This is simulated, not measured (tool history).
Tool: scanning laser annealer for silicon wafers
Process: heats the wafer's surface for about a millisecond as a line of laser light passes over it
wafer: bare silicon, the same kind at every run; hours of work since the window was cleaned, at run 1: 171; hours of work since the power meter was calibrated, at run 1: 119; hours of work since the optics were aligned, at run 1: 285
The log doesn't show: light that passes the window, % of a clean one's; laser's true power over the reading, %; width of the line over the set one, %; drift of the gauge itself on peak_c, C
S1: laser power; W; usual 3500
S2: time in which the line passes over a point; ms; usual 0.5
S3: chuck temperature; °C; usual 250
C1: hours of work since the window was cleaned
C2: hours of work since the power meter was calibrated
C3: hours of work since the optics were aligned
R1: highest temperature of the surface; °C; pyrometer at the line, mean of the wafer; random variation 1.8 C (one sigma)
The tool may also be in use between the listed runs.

run 1 hour=0 | S1=3500 S2=0.5 S3=250 | C1=171 C2=119 C3=285 | R1=958
run 2 hour=16.8 | S1=3500 S2=0.539 S3=250 | C1=179 C2=127 C3=293 | R1=987
run 3 hour=49.1 | S1=3500 S2=0.539 S3=250 | C1=194 C2=142 C3=308 | R1=983
run 4 hour=77.3 | S1=3500 S2=0.5 S3=218 | C1=208 C2=156 C3=322 | R1=923
run 5 hour=100.7 | S1=3500 S2=0.5 S3=230 | C1=219 C2=167 C3=333 | R1=933
run 6 hour=134.7 | S1=3500 S2=0.5 S3=284 | C1=235 C2=183 C3=349 | R1=983
run 7 hour=166.6 | S1=3500 S2=0.5 S3=250 | C1=250 C2=198 C3=364 | R1=950
run 8 hour=196.4 | S1=3500 S2=0.461 S3=250 | C1=264 C2=212 C3=378 | R1=920
run 9 hour=236.8 | S1=3500 S2=0.461 S3=250 | C1=283 C2=231 C3=397 | R1=919
run 10 hour=261.3 | S1=3500 S2=0.531 S3=250 | C1=295 C2=243 C3=409 | R1=964
run 11 hour=284.1 | S1=3500 S2=0.531 S3=250 | C1=306 C2=254 C3=420 | R1=965
run 12 hour=323.3 | S1=3500 S2=0.531 S3=250 | C1=324 C2=272 C3=438 | R1=966
run 13 hour=344.6 | S1=3500 S2=0.531 S3=250 | C1=334 C2=283 C3=448 | R1=966
run 14 hour=367.2 | S1=3500 S2=0.531 S3=250 | C1=345 C2=293 C3=459 | R1=959
-- hour=372.2 window over the wafer cleaned
run 15 hour=405.8 | S1=3500 S2=0.531 S3=250 | C1=16 C2=311 C3=476 | R1=994
run 16 hour=446 | S1=3500 S2=0.459 S3=250 | C1=35 C2=330 C3=495 | R1=940
run 17 hour=480.7 | S1=3500 S2=0.459 S3=250 | C1=51 C2=346 C3=512 | R1=940
-- hour=486.3 laser's power meter calibrated
run 18 hour=523.1 | S1=3500 S2=0.538 S3=250 | C1=70 C2=17 C3=530 | R1=991
run 19 hour=548.1 | S1=3500 S2=0.5 S3=250 | C1=82 C2=29 C3=542 | R1=966
run 20 hour=564.7 | S1=3359 S2=0.5 S3=250 | C1=90 C2=37 C3=550 | R1=936
run 21 hour=586.2 | S1=3359 S2=0.5 S3=250 | C1=100 C2=47 C3=560 | R1=938
run 22 hour=621.3 | S1=3359 S2=0.5 S3=250 | C1=117 C2=64 C3=577 | R1=931
run 23 hour=648.4 | S1=3600 S2=0.477 S3=254 | C1=129 C2=77 C3=590 | R1=969
-- hour=672.3 laser's power meter calibrated, once more
run 24 hour=677.9 | S1=3600 S2=0.477 S3=254 | C1=142 C2=3 C3=602 | R1=968
run 25 hour=703.7 | S1=3175 S2=0.499 S3=257 | C1=154 C2=15 C3=615 | R1=894
run 26 hour=734.7 | S1=3175 S2=0.499 S3=257 | C1=169 C2=30 C3=629 | R1=891
run 27 hour=775.4 | S1=3117 S2=0.424 S3=260 | C1=188 C2=49 C3=648 | R1=834
run 28 hour=792.5 | S1=3117 S2=0.424 S3=260 | C1=196 C2=57 C3=657 | R1=828
run 29 hour=824.6 | S1=3117 S2=0.424 S3=260 | C1=211 C2=72 C3=672 | R1=833
run 30 hour=850.5 | S1=3171 S2=0.424 S3=260 | C1=224 C2=84 C3=684 | R1=843
run 31 hour=889.2 | S1=3171 S2=0.424 S3=260 | C1=242 C2=103 C3=702 | R1=835
run 32 hour=927.7 | S1=3171 S2=0.424 S3=260 | C1=260 C2=121 C3=721 | R1=835
run 33 hour=958.7 | S1=3171 S2=0.424 S3=260 | C1=275 C2=136 C3=735 | R1=837
run 34 hour=995.5 | S1=3648 S2=0.39 S3=214 | C1=292 C2=153 C3=753 | R1=851
run 35 hour=1022.3 | S1=3660 S2=0.451 S3=226 | C1=305 C2=166 C3=765 | R1=915
run 36 hour=1049.2 | S1=3774 S2=0.491 S3=250 | C1=318 C2=179 C3=778 | R1=988
run 37 hour=1066 | S1=3572 S2=0.435 S3=246 | C1=326 C2=187 C3=786 | R1=899
run 38 hour=1100.4 | S1=3500 S2=0.5 S3=250 | C1=342 C2=203 C3=802 | R1=936
-- hour=1111.3 window over the wafer cleaned
run 39 hour=1138.7 | S1=3500 S2=0.5 S3=250 | C1=13 C2=220 C3=820 | R1=967
run 40 hour=1176.2 | S1=3266 S2=0.529 S3=264 | C1=31 C2=238 C3=837 | R1=944
run 41 hour=1209.7 | S1=3266 S2=0.529 S3=264 | C1=47 C2=254 C3=853 | R1=945

Measured less the same run without the tool's hidden state. The same run-to-run variation is in both; the gauge's scatter may not be:
run=1 R1=-22
run=2 R1=-24
run=3 R1=-26
run=4 R1=-26
run=5 R1=-28
run=6 R1=-30
run=7 R1=-32
run=8 R1=-32
run=9 R1=-34
run=10 R1=-37
run=11 R1=-38
run=12 R1=-40
run=13 R1=-42
run=14 R1=-43
run=15 R1=-8
run=16 R1=-10
run=17 R1=-11
run=18 R1=-14
run=19 R1=-15
run=20 R1=-16
run=21 R1=-17
run=22 R1=-18
run=23 R1=-21
run=24 R1=-24
run=25 R1=-22
run=26 R1=-24
run=27 R1=-23
run=28 R1=-24
run=29 R1=-25
run=30 R1=-26
run=31 R1=-29
run=32 R1=-31
run=33 R1=-31
run=34 R1=-37
run=35 R1=-41
run=36 R1=-47
run=37 R1=-42
run=38 R1=-46
run=39 R1=-16
run=40 R1=-18
run=41 R1=-19
